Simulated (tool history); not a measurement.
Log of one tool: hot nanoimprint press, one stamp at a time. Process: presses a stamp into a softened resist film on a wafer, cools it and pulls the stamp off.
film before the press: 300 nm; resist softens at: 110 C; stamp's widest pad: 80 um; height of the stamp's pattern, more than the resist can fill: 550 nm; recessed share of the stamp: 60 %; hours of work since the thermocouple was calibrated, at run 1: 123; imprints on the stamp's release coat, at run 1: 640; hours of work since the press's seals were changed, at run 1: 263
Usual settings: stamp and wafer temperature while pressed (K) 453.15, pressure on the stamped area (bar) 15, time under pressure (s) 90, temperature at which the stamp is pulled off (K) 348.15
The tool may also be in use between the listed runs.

| run | day | stamp and wafer temperature while pressed (K) | pressure on the stamped area (bar) | time under pressure (s) | temperature at which the stamp is pulled off (K) | hours of work since the thermocouple was calibrated | imprints on the stamp's release coat | hours of work since the press's seals were changed | resist left under the stamp's widest pad (nm) | greatest force while the stamp is pulled off (N) |
|---|---|---|---|---|---|---|---|---|---|---|
| 1 | 0 | 453.15 | 15 | 90 | 348.15 | 123 | 640 | 263 | 122.5 | 213 |
| 2 | 1.112 | 453.15 | 15 | 90 | 348.15 | 136 | 736 | 277 | 122.3 | 204 |
| 3 | 1.646 | 453.15 | 15 | 90 | 348.15 | 143 | 782 | 284 | 121.6 | 209 |
| 4 | 2.633 | 453.15 | 15 | 90 | 348.15 | 155 | 867 | 296 | 122.6 | 214 |
| 5 | 3.142 | 453.15 | 15 | 90 | 348.15 | 161 | 910 | 302 | 121.1 | 215 |
| 6 | 4.033 | 451.15 | 15 | 90 | 348.15 | 172 | 987 | 313 | 135.7 | 213 |
| 7 | 4.988 | 451.15 | 15 | 90 | 348.15 | 184 | 1069 | 325 | 136.7 | 210 |
| 8 | 6.192 | 455.15 | 15 | 90 | 348.15 | 199 | 1172 | 339 | 107.2 | 216 |
| 9 | 7.296 | 453.15 | 15 | 90 | 348.15 | 212 | 1268 | 353 | 119.8 | 214 |
| 10 | 7.938 | 453.15 | 14.1 | 90 | 348.15 | 220 | 1323 | 361 | 123.8 | 214 |
| 11 | 8.75 | 453.15 | 15 | 90 | 348.15 | 230 | 1392 | 371 | 121.2 | 212 |
| 12 | 9.796 | 453.15 | 15 | 90 | 349.15 | 243 | 1482 | 384 | 121 | 210 |
|  | 10.912 | stamp cleaned and given a new release coat |
| 13 | 10.988 | 453.15 | 15 | 90 | 350.15 | 254 | 6 | 395 | 120.4 | 192 |
| 14 | 12.071 | 457.15 | 15 | 90 | 350.15 | 268 | 99 | 409 | 94.4 | 196 |
| 15 | 13.054 | 459.15 | 15 | 90 | 350.15 | 280 | 184 | 421 | 83.2 | 194 |
| 16 | 13.746 | 459.15 | 15 | 121 | 334.15 | 288 | 243 | 429 | 74.1 | 291 |
| 17 | 14.942 | 459.15 | 15 | 121 | 334.15 | 303 | 346 | 444 | 72.8 | 291 |
| 18 | 15.642 | 461.15 | 15 | 90 | 354.15 | 312 | 406 | 452 | 73.7 | 181 |
| 19 | 16.754 | 461.15 | 15 | 90 | 340.15 | 325 | 502 | 466 | 74.9 | 270 |
| 20 | 17.738 | 461.15 | 15 | 90 | 340.15 | 337 | 587 | 478 | 74.5 | 252 |
| 21 | 18.412 | 453.15 | 10.6 | 58 | 348.15 | 346 | 645 | 487 | 160.8 | 214 |
| 22 | 19.221 | 453.15 | 15 | 90 | 348.15 | 356 | 714 | 496 | 118.5 | 204 |
|  | 19.304 | gauge calibrated |
| 23 | 20.229 | 453.15 | 15 | 90 | 348.15 | 368 | 801 | 509 | 123.6 | 207 |
| 24 | 20.767 | 453.15 | 15 | 90 | 348.15 | 375 | 847 | 515 | 122.2 | 206 |
|  | 20.988 | plate thermocouple calibrated |
| 25 | 21.983 | 458.15 | 9.1 | 150 | 348.15 | 12 | 941 | 529 | 89.6 | 218 |
| 26 | 22.767 | 443.15 | 9.1 | 150 | 348.15 | 22 | 1008 | 538 | 204.8 | 211 |
| 27 | 23.646 | 452.15 | 17.9 | 90 | 348.15 | 33 | 1084 | 549 | 119.2 | 208 |
| 28 | 24.267 | 462.15 | 17.4 | 45 | 341.15 | 40 | 1137 | 557 | 90.6 | 256 |
| 29 | 25.45 | 462.15 | 13.6 | 45 | 341.15 | 55 | 1239 | 571 | 101.5 | 248 |
| 30 | 26.6 | 462.15 | 13.6 | 45 | 341.15 | 69 | 1338 | 586 | 100.5 | 245 |

Some steps in resist left under the stamp's widest pad (nm) between neighbouring runs. How much of each would the tool show without its hidden state too (settings, what came in, random variation), and how much is left for the hidden state, with any gauge scatter that isn't in both results?
The hidden state here: true temperature over the reading, C; pressure that arrives at the usual setting, %; grip of the stamp's worn release coat, % over a new coat's; drift of the gauge itself on residual_nm, %; drift of the gauge itself on pull_off_n, %.
Run 20 -> 21: stamp and wafer temperature while pressed (K) 461.15 -> 453.15, pressure on the stamped area (bar) 15 -> 10.6, time under pressure (s) 90 -> 58, temperature at which the stamp is pulled off (K) 340.15 -> 348.15. resist left under the stamp's widest pad (nm) +86.3: hidden state -2.5, all else +88.8.
Run 21 -> 22: pressure on the stamped area (bar) 10.6 -> 15, time under pressure (s) 58 -> 90. resist left under the stamp's widest pad (nm) -42.3: hidden state +1.1, all else -43.4.
Run 22 -> 23: gauge calibrated. resist left under the stamp's widest pad (nm) +5.1: hidden state +3.4, all else +1.7.
Run 25 -> 26: stamp and wafer temperature while pressed (K) 458.15 -> 443.15. resist left under the stamp's widest pad (nm) +115.2: hidden state -0.7, all else +115.9.
Run 26 -> 27: stamp and wafer temperature while pressed (K) 443.15 -> 452.15, pressure on the stamped area (bar) 9.1 -> 17.9, time under pressure (s) 150 -> 90. resist left under the stamp's widest pad (nm) -85.6: hidden state +0.3, all else -85.9.

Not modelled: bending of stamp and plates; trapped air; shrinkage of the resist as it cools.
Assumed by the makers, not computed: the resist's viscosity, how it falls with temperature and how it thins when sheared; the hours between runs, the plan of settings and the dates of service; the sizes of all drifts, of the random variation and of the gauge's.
